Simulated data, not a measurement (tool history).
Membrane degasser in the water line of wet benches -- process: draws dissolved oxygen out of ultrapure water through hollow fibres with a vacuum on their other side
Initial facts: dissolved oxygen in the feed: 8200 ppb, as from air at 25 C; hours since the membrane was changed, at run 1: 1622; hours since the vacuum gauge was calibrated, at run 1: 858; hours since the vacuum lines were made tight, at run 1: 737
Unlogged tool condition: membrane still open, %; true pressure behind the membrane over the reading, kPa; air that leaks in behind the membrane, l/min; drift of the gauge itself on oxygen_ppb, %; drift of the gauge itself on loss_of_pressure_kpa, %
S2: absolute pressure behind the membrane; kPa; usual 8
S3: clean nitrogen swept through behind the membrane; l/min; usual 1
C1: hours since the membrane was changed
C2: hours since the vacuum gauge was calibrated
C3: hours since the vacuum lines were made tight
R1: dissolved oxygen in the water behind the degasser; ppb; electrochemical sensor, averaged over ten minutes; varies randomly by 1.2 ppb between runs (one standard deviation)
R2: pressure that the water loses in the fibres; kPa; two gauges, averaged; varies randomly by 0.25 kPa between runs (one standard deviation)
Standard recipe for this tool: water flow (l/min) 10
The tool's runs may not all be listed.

{"run": 1, "day": 0.0, "water flow (l/min)": 10, "S2": 8, "S3": 1, "C1": 1622, "C2": 858, "C3": 737, "R1": 123.3, "R2": 67.49}
{"run": 2, "day": 4.362, "water flow (l/min)": 10, "S2": 8, "S3": 1, "C1": 1727, "C2": 963, "C3": 842, "R1": 122.3, "R2": 67.49}
{"run": 3, "day": 7.708, "water flow (l/min)": 10, "S2": 11.07, "S3": 1, "C1": 1807, "C2": 1043, "C3": 922, "R1": 189.7, "R2": 67.51}
{"run": 4, "day": 12.246, "water flow (l/min)": 10, "S2": 11.07, "S3": 1, "C1": 1916, "C2": 1152, "C3": 1031, "R1": 195.7, "R2": 67.19}
{"run": 5, "day": 17.033, "water flow (l/min)": 10, "S2": 8, "S3": 2.49, "C1": 2031, "C2": 1267, "C3": 1146, "R1": 56.8, "R2": 67.97}
{"run": 6, "day": 19.558, "water flow (l/min)": 14, "S2": 8, "S3": 1, "C1": 2092, "C2": 1327, "C3": 1206, "R1": 174, "R2": 94.6}
{"run": 7, "day": 23.15, "water flow (l/min)": 10, "S2": 6.71, "S3": 1, "C1": 2178, "C2": 1413, "C3": 1292, "R1": 94.8, "R2": 67.56}
{"run": 8, "day": 25.704, "water flow (l/min)": 10, "S2": 6.71, "S3": 1, "C1": 2239, "C2": 1475, "C3": 1354, "R1": 93.6, "R2": 68.1}
{"run": 9, "day": 29.646, "water flow (l/min)": 10, "S2": 18.6, "S3": 1, "C1": 2334, "C2": 1569, "C3": 1448, "R1": 362.1, "R2": 68.08}
{"run": 10, "day": 34.946, "water flow (l/min)": 10, "S2": 10.29, "S3": 1, "C1": 2461, "C2": 1697, "C3": 1576, "R1": 175.5, "R2": 67.98}
{"run": 11, "day": 38.633, "water flow (l/min)": 10, "S2": 6.88, "S3": 1, "C1": 2550, "C2": 1785, "C3": 1664, "R1": 97.9, "R2": 67.97}
{"run": 12, "day": 43.125, "water flow (l/min)": 10, "S2": 6.88, "S3": 1, "C1": 2657, "C2": 1893, "C3": 1772, "R1": 99.6, "R2": 68.43}
{"run": 13, "day": 45.525, "water flow (l/min)": 10, "S2": 6.88, "S3": 1, "C1": 2715, "C2": 1950, "C3": 1829, "R1": 99, "R2": 68.23}
{"run": 14, "day": 50.15, "water flow (l/min)": 11, "S2": 8, "S3": 1, "C1": 2826, "C2": 2062, "C3": 1940, "R1": 140.6, "R2": 75.14}
{"day": 50.617, "done": "vacuum gauge calibrated"}
{"run": 15, "day": 53.842, "water flow (l/min)": 11, "S2": 8, "S3": 1, "C1": 2914, "C2": 77, "C3": 2029, "R1": 142.2, "R2": 74.66}
{"run": 16, "day": 57.496, "water flow (l/min)": 10, "S2": 7.83, "S3": 1, "C1": 3002, "C2": 165, "C3": 2116, "R1": 125, "R2": 68.62}
{"run": 17, "day": 62.1, "water flow (l/min)": 10, "S2": 8, "S3": 2.51, "C1": 3112, "C2": 276, "C3": 2227, "R1": 58.8, "R2": 68.36}

What does the tool deliver on the next run?
{"run": 18, "day": 64.65, "water flow (l/min)": 12, "S2": 8, "S3": 1, "C1": 3174, "C2": 337, "C3": 2288, "R1": "?", "R2": "?"}

{"run 18": {"R1": 152.2, "R2": 82.5}}
On a tool with no hidden condition, and with the same random variation, this run would have come out at R1 140.6 ppb, R2 79.35 kPa.
